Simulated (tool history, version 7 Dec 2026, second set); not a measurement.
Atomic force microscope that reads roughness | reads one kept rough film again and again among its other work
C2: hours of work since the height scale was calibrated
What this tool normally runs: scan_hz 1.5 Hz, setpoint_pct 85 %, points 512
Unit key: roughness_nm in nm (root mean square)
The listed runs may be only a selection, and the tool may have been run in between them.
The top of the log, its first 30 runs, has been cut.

-- day=13.808 new tip fitted
run 31 day=14.329 | scan_hz=1.26 setpoint_pct=85 points=512 | pictures_with_this_tip=21 C2=330 | roughness_nm=0.536
run 32 day=14.883 | scan_hz=1.65 setpoint_pct=61 points=938 | pictures_with_this_tip=43 C2=339 | roughness_nm=0.557
run 33 day=15.154 | scan_hz=1.65 setpoint_pct=61 points=938 | pictures_with_this_tip=53 C2=343 | roughness_nm=0.555
run 34 day=15.425 | scan_hz=0.75 setpoint_pct=74 points=391 | pictures_with_this_tip=64 C2=348 | roughness_nm=0.551
run 35 day=15.783 | scan_hz=1.13 setpoint_pct=85 points=508 | pictures_with_this_tip=78 C2=353 | roughness_nm=0.535
run 36 day=16.038 | scan_hz=1.13 setpoint_pct=85 points=508 | pictures_with_this_tip=88 C2=357 | roughness_nm=0.535
-- day=16.1 new tip fitted
run 37 day=16.462 | scan_hz=1.29 setpoint_pct=63 points=355 | pictures_with_this_tip=14 C2=363 | roughness_nm=0.56
run 38 day=16.971 | scan_hz=1.5 setpoint_pct=69 points=977 | pictures_with_this_tip=34 C2=371 | roughness_nm=0.553
run 39 day=17.304 | scan_hz=1.5 setpoint_pct=75 points=512 | pictures_with_this_tip=48 C2=377 | roughness_nm=0.543
run 40 day=17.692 | scan_hz=1.01 setpoint_pct=85 points=606 | pictures_with_this_tip=63 C2=383 | roughness_nm=0.541
run 41 day=18.267 | scan_hz=1.5 setpoint_pct=79 points=482 | pictures_with_this_tip=86 C2=392 | roughness_nm=0.536
-- day=18.396 new tip fitted
run 42 day=18.583 | scan_hz=1.5 setpoint_pct=85 points=852 | pictures_with_this_tip=7 C2=396 | roughness_nm=0.529
run 43 day=19.125 | scan_hz=0.57 setpoint_pct=57 points=471 | pictures_with_this_tip=29 C2=405 | roughness_nm=0.566
run 44 day=19.683 | scan_hz=1.74 setpoint_pct=58 points=702 | pictures_with_this_tip=51 C2=414 | roughness_nm=0.557
run 45 day=19.979 | scan_hz=3.98 setpoint_pct=61 points=512 | pictures_with_this_tip=63 C2=418 | roughness_nm=0.537
run 46 day=20.412 | scan_hz=3.98 setpoint_pct=61 points=512 | pictures_with_this_tip=80 C2=425 | roughness_nm=0.538
-- day=20.683 new tip fitted
run 47 day=20.771 | scan_hz=1 setpoint_pct=56 points=400 | pictures_with_this_tip=3 C2=431 | roughness_nm=0.565
run 48 day=21.033 | scan_hz=1 setpoint_pct=56 points=400 | pictures_with_this_tip=13 C2=435 | roughness_nm=0.565
run 49 day=21.454 | scan_hz=1.5 setpoint_pct=67 points=813 | pictures_with_this_tip=30 C2=441 | roughness_nm=0.556
run 50 day=21.754 | scan_hz=2.25 setpoint_pct=77 points=553 | pictures_with_this_tip=42 C2=446 | roughness_nm=0.527
run 51 day=22.1 | scan_hz=1.74 setpoint_pct=88 points=473 | pictures_with_this_tip=56 C2=451 | roughness_nm=0.514
run 52 day=22.562 | scan_hz=0.68 setpoint_pct=64 points=512 | pictures_with_this_tip=74 C2=459 | roughness_nm=0.562

Alternative continuations, all from the tool just after run 52; predict every row:
run A day=22.938 | scan_hz=0.66 setpoint_pct=64 points=468 | pictures_with_this_tip=89 C2=465 | roughness_nm=?
run B day=22.938 | scan_hz=1.21 setpoint_pct=89 points=512 | pictures_with_this_tip=89 C2=465 | roughness_nm=?
run C day=22.938 | scan_hz=1.5 setpoint_pct=85 points=954 | pictures_with_this_tip=89 C2=465 | roughness_nm=?
run D day=22.938 | scan_hz=0.65 setpoint_pct=64 points=793 | pictures_with_this_tip=89 C2=465 | roughness_nm=?

run=A roughness_nm=0.556
run=B roughness_nm=0.527
run=C roughness_nm=0.525
run=D roughness_nm=0.559
With no hidden state in the tool, these same runs would have given:
run=A roughness_nm=0.565
run=B roughness_nm=0.537
run=C roughness_nm=0.534
run=D roughness_nm=0.569
